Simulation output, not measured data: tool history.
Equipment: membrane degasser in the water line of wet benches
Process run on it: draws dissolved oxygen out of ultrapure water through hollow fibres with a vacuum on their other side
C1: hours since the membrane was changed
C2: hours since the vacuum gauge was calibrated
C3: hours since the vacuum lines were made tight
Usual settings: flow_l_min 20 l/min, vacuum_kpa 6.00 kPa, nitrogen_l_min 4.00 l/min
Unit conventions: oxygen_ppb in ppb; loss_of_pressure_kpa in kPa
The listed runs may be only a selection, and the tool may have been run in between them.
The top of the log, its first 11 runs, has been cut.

Run 12, hour 496.1: usual settings but nitrogen_l_min 3.57 l/min; C1 1566; C2 2326; C3 10042. Result: oxygen_ppb 366.5 ppb, loss_of_pressure_kpa 47.20 kPa.
Run 13, hour 525.4: usual settings but nitrogen_l_min 3.57 l/min; C1 1595; C2 2355; C3 10071. Result: oxygen_ppb 363.1 ppb, loss_of_pressure_kpa 47.16 kPa.
Run 14, hour 557.5: usual settings but nitrogen_l_min 3.57 l/min; C1 1627; C2 2387; C3 10103. Result: oxygen_ppb 363.9 ppb, loss_of_pressure_kpa 47.13 kPa.
Run 15, hour 610.8: usual settings but nitrogen_l_min 7.60 l/min; C1 1680; C2 2441; C3 10157. Result: oxygen_ppb 349.7 ppb, loss_of_pressure_kpa 47.10 kPa.
Run 16, hour 657.2: usual settings but nitrogen_l_min 7.60 l/min; C1 1727; C2 2487; C3 10203. Result: oxygen_ppb 339.9 ppb, loss_of_pressure_kpa 47.61 kPa.
Run 17, hour 697.2: usual settings but nitrogen_l_min 7.60 l/min; C1 1767; C2 2527; C3 10243. Result: oxygen_ppb 341.1 ppb, loss_of_pressure_kpa 47.25 kPa.
Run 18, hour 751.6: usual settings but flow_l_min 28 l/min, nitrogen_l_min 5.90 l/min; C1 1821; C2 2581; C3 10297. Result: oxygen_ppb 515.7 ppb, loss_of_pressure_kpa 66.36 kPa.
Run 19, hour 796.2: usual settings but flow_l_min 15 l/min, nitrogen_l_min 3.86 l/min; C1 1866; C2 2626; C3 10342. Result: oxygen_ppb 247.9 ppb, loss_of_pressure_kpa 35.38 kPa.
Run 20, hour 861.2: usual settings but flow_l_min 24 l/min, vacuum_kpa 8.22 kPa, nitrogen_l_min 3.75 l/min; C1 1931; C2 2691; C3 10407. Result: oxygen_ppb 489.4 ppb, loss_of_pressure_kpa 57.05 kPa.
Run 21, hour 889.0: usual settings but vacuum_kpa 3.84 kPa, nitrogen_l_min 2.80 l/min; C1 1958; C2 2719; C3 10435. Result: oxygen_ppb 337.6 ppb, loss_of_pressure_kpa 47.36 kPa.
Run 22, hour 916.5: usual settings but flow_l_min 14 l/min, vacuum_kpa 3.84 kPa, nitrogen_l_min 5.76 l/min; C1 1986; C2 2746; C3 10462. Result: oxygen_ppb 204.4 ppb, loss_of_pressure_kpa 33.09 kPa.
Run 23, hour 960.1: usual settings but flow_l_min 14 l/min, vacuum_kpa 5.91 kPa, nitrogen_l_min 5.76 l/min; C1 2030; C2 2790; C3 10506. Result: oxygen_ppb 218.5 ppb, loss_of_pressure_kpa 33.31 kPa.
Run 24, hour 988.0: usual settings but flow_l_min 12 l/min, vacuum_kpa 6.58 kPa, nitrogen_l_min 10.32 l/min; C1 2057; C2 2818; C3 10534. Result: oxygen_ppb 169.0 ppb, loss_of_pressure_kpa 28.10 kPa.
Run 25, hour 1021.9: usual settings but flow_l_min 23 l/min, vacuum_kpa 6.58 kPa, nitrogen_l_min 5.68 l/min; C1 2091; C2 2852; C3 10568. Result: oxygen_ppb 430.0 ppb, loss_of_pressure_kpa 54.77 kPa.
Run 26, hour 1055.7: usual settings but flow_l_min 12 l/min, vacuum_kpa 10.57 kPa, nitrogen_l_min 1.93 l/min; C1 2125; C2 2885; C3 10601. Result: oxygen_ppb 268.0 ppb, loss_of_pressure_kpa 28.27 kPa.
Run 27, hour 1110.6: usual settings but flow_l_min 18 l/min, vacuum_kpa 3.64 kPa, nitrogen_l_min 3.18 l/min; C1 2180; C2 2940; C3 10656. Result: oxygen_ppb 291.7 ppb, loss_of_pressure_kpa 42.95 kPa.
Run 28, hour 1151.6: usual settings but vacuum_kpa 11.60 kPa; C1 2221; C2 2981; C3 10697. Result: oxygen_ppb 433.9 ppb, loss_of_pressure_kpa 47.45 kPa.
Run 29, hour 1211.8: usual settings but nitrogen_l_min 1.86 l/min; C1 2281; C2 3042; C3 10758. Result: oxygen_ppb 404.1 ppb, loss_of_pressure_kpa 47.28 kPa.
Run 30, hour 1248.2: usual settings but flow_l_min 25 l/min, vacuum_kpa 13.11 kPa; C1 2318; C2 3078; C3 10794. Result: oxygen_ppb 574.0 ppb, loss_of_pressure_kpa 59.06 kPa.
Run 31, hour 1279.4: usual settings but flow_l_min 17 l/min, nitrogen_l_min 7.83 l/min; C1 2349; C2 3109; C3 10825. Result: oxygen_ppb 283.2 ppb, loss_of_pressure_kpa 40.23 kPa.

What if the next run were any one of these 5? Each begins from the tool's condition after run 31:
Run A, hour 1313.5: usual settings but vacuum_kpa 14.52 kPa; C1 2383; C2 3143; C3 10859. Result: oxygen_ppb ?, loss_of_pressure_kpa ?.
Run B, hour 1313.5: usual settings but vacuum_kpa 8.38 kPa, nitrogen_l_min 1.84 l/min; C1 2383; C2 3143; C3 10859. Result: oxygen_ppb ?, loss_of_pressure_kpa ?.
Run C, hour 1313.5: usual settings but flow_l_min 17 l/min, nitrogen_l_min 4.42 l/min; C1 2383; C2 3143; C3 10859. Result: oxygen_ppb ?, loss_of_pressure_kpa ?.
Run D, hour 1313.5: usual settings but flow_l_min 17 l/min, vacuum_kpa 14.61 kPa, nitrogen_l_min 7.83 l/min; C1 2383; C2 3143; C3 10859. Result: oxygen_ppb ?, loss_of_pressure_kpa ?.
Run E, hour 1313.5: usual settings but flow_l_min 27 l/min, nitrogen_l_min 8.43 l/min; C1 2383; C2 3143; C3 10859. Result: oxygen_ppb ?, loss_of_pressure_kpa ?.

run  oxygen_ppb  loss_of_pressure_kpa
  A       466.6                 47.52
  B       455.3                 47.47
  C       290.2                 40.49
  D       324.6                 40.24
  E       499.2                 64.07
With no hidden state in the tool, these same runs would have given:
run  oxygen_ppb  loss_of_pressure_kpa
  A       447.7                 46.86
  B       435.6                 46.82
  C       275.9                 39.94
  D       310.0                 39.69
  E       479.3                 63.19

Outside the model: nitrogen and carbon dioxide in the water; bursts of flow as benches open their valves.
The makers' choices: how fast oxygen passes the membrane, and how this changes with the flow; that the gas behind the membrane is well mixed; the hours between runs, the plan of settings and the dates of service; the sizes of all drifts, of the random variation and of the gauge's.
